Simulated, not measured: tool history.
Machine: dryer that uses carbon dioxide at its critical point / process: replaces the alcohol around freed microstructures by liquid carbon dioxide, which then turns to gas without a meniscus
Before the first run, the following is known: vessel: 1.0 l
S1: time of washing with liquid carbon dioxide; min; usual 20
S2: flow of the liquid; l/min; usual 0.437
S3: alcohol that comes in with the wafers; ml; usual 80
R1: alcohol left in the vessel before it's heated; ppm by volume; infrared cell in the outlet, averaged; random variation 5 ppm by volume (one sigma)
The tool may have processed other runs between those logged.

{"run": 1, "day": 0.0, "S1": 20, "S2": 0.437, "S3": 80, "R1": 159}
{"run": 2, "day": 0.883, "S1": 20, "S2": 0.437, "S3": 80, "R1": 160}
{"run": 3, "day": 1.321, "S1": 20, "S2": 0.437, "S3": 80, "R1": 159}
{"run": 4, "day": 2.133, "S1": 20, "S2": 0.437, "S3": 80, "R1": 174}
{"run": 5, "day": 2.696, "S1": 20, "S2": 0.437, "S3": 80, "R1": 161}
{"run": 6, "day": 3.246, "S1": 20, "S2": 0.437, "S3": 80, "R1": 180}
{"run": 7, "day": 3.721, "S1": 20, "S2": 0.437, "S3": 80, "R1": 172}
{"run": 8, "day": 4.188, "S1": 20, "S2": 0.437, "S3": 80, "R1": 177}
{"run": 9, "day": 4.796, "S1": 20, "S2": 0.437, "S3": 47, "R1": 171}
{"run": 10, "day": 5.588, "S1": 20, "S2": 0.437, "S3": 47, "R1": 169}
{"run": 11, "day": 6.062, "S1": 20, "S2": 0.437, "S3": 47, "R1": 174}
{"run": 12, "day": 6.825, "S1": 20, "S2": 0.437, "S3": 47, "R1": 175}
{"run": 13, "day": 7.788, "S1": 20, "S2": 0.437, "S3": 47, "R1": 177}
{"run": 14, "day": 8.508, "S1": 20, "S2": 0.437, "S3": 38, "R1": 177}
{"run": 15, "day": 9.45, "S1": 20, "S2": 0.437, "S3": 38, "R1": 182}
{"run": 16, "day": 10.017, "S1": 20, "S2": 0.29, "S3": 80, "R1": 626}
{"run": 17, "day": 10.742, "S1": 20, "S2": 0.563, "S3": 33, "R1": 177}
{"run": 18, "day": 11.683, "S1": 21, "S2": 0.437, "S3": 80, "R1": 185}
{"run": 19, "day": 12.283, "S1": 15, "S2": 0.589, "S3": 30, "R1": 197}
{"day": 12.817, "done": "inlet filter changed"}
{"run": 20, "day": 12.971, "S1": 13, "S2": 0.375, "S3": 80, "R1": 966}
{"run": 21, "day": 13.842, "S1": 13, "S2": 0.375, "S3": 91, "R1": 1063}
{"run": 22, "day": 14.792, "S1": 23, "S2": 0.528, "S3": 68, "R1": 189}
{"run": 23, "day": 15.612, "S1": 18, "S2": 0.437, "S3": 81, "R1": 246}
{"run": 24, "day": 16.442, "S1": 21, "S2": 0.421, "S3": 47, "R1": 200}
{"run": 25, "day": 16.983, "S1": 20, "S2": 0.362, "S3": 69, "R1": 266}
{"run": 26, "day": 17.638, "S1": 13, "S2": 0.445, "S3": 56, "R1": 447}
{"run": 27, "day": 18.042, "S1": 16, "S2": 0.437, "S3": 30, "R1": 245}
{"run": 28, "day": 18.792, "S1": 16, "S2": 0.437, "S3": 30, "R1": 237}
{"run": 29, "day": 19.642, "S1": 20, "S2": 0.56, "S3": 39, "R1": 203}
{"run": 30, "day": 20.15, "S1": 20, "S2": 0.56, "S3": 39, "R1": 215}
{"run": 31, "day": 20.921, "S1": 17, "S2": 0.268, "S3": 26, "R1": 577}
{"run": 32, "day": 21.808, "S1": 17, "S2": 0.268, "S3": 26, "R1": 588}

Results per run with the tool's hidden condition removed, run-to-run variation unchanged:
Unlogged tool condition in this case: flow that reaches the vessel past the clogged filter, %; alcohol in the recycled carbon dioxide, ppm; drift of the gauge itself on alcohol_ppm, %.
run=1 R1=25
run=2 R1=19
run=3 R1=15
run=4 R1=27
run=5 R1=11
run=6 R1=28
run=7 R1=19
run=8 R1=24
run=9 R1=15
run=10 R1=17
run=11 R1=17
run=12 R1=20
run=13 R1=18
run=14 R1=12
run=15 R1=12
run=16 R1=309
run=17 R1=6
run=18 R1=7
run=19 R1=19
run=20 R1=768
run=21 R1=854
run=22 R1=8
run=23 R1=52
run=24 R1=13
run=25 R1=73
run=26 R1=229
run=27 R1=46
run=28 R1=39
run=29 R1=6
run=30 R1=9
run=31 R1=339
run=32 R1=340
